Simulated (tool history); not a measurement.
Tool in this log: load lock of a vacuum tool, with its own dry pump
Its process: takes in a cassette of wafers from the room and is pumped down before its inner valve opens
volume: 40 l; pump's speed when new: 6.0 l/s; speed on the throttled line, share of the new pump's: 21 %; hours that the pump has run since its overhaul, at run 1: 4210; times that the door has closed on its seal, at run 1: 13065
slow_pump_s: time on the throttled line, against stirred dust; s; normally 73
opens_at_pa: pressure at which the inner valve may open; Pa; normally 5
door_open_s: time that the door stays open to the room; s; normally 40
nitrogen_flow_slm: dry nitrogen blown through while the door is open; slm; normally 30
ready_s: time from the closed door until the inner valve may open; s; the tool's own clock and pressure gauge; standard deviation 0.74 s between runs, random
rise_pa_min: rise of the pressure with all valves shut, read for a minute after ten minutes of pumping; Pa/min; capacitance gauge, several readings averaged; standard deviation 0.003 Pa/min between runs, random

run     day  slow_pump_s  opens_at_pa  door_open_s  nitrogen_flow_slm  hours that the pump has run since its overhaul  times that the door has closed on its seal  incoming humidity of the room's air, %  ready_s  rise_pa_min
  1   0.000           73            5           40                 30                                            4210                                       13065                                    44.3    125.0        0.096
  2   4.825           73            5           40                 30                                            4326                                       13365                                    45.4    127.7        0.099
  3   7.471           73            5           40                 30                                            4390                                       13530                                    45.1    127.9        0.095
  4  11.858           43            5           40                 30                                            4495                                       13802                                    48.3    103.0        0.107
  5  14.883           62            5           40                 30                                            4567                                       13990                                    42.4    117.8        0.098
  6  18.846           62            5           40                 30                                            4663                                       14236                                    48.3    117.7        0.104
  7  21.767           73            6           40                 30                                            4733                                       14418                                    42.2    124.3        0.111
  8  26.388           73            5           40                 30                                            4844                                       14705                                    46.3    125.1        0.107
  9  30.075           73            5           40                 30                                            4932                                       14934                                    43.3    126.2        0.106
 10  34.233           37            6           40                 19                                            5032                                       15192                                    43.4     96.0        0.120
 11  37.433           72            5           40                 30                                            5109                                       15391                                    47.4    123.9        0.115
 12  41.729           72            5           40                 30                                            5212                                       15658                                    47.7    125.1        0.118
 13  45.062           73            7           29                  8                                            5292                                       15865                                    45.0    124.2        0.131
 14  48.483           73            7           29                  8                                            5374                                       16078                                    46.4    124.0        0.132
 15  52.321           73            7           50                  8                                            5466                                       16316                                    44.0    124.1        0.142
 16  55.562           48            5           61                 44                                            5544                                       16518                                    43.9    107.1        0.116
 17  58.238           48            5           61                 44                                            5608                                       16684                                    44.7    107.5        0.120
 18  61.938           73            6           35                 18                                            5697                                       16914                                    46.1    125.3        0.128

Consider 4 possible next runs. They are alternatives, not a sequence: every one starts from the tool as it was left by run 18. What does each give?
  A  64.854           73            6           90                 18                                            5767                                       17095                                    46.3        ?            ?
  B  64.854           42            5           35                  7                                            5767                                       17095                                    43.7        ?            ?
  C  64.854           73            5          182                 30                                            5767                                       17095                                    44.9        ?            ?
  D  64.854           92            5           40                 23                                            5767                                       17095                                    48.0        ?            ?

run  ready_s  rise_pa_min
  A    124.3        0.144
  B    102.1        0.146
  C    126.5        0.144
  D    142.0        0.128
What these runs would have given with no unlogged condition in the tool:
run  ready_s  rise_pa_min
  A    122.8        0.052
  B    100.4        0.054
  C    125.0        0.053
  D    140.6        0.038
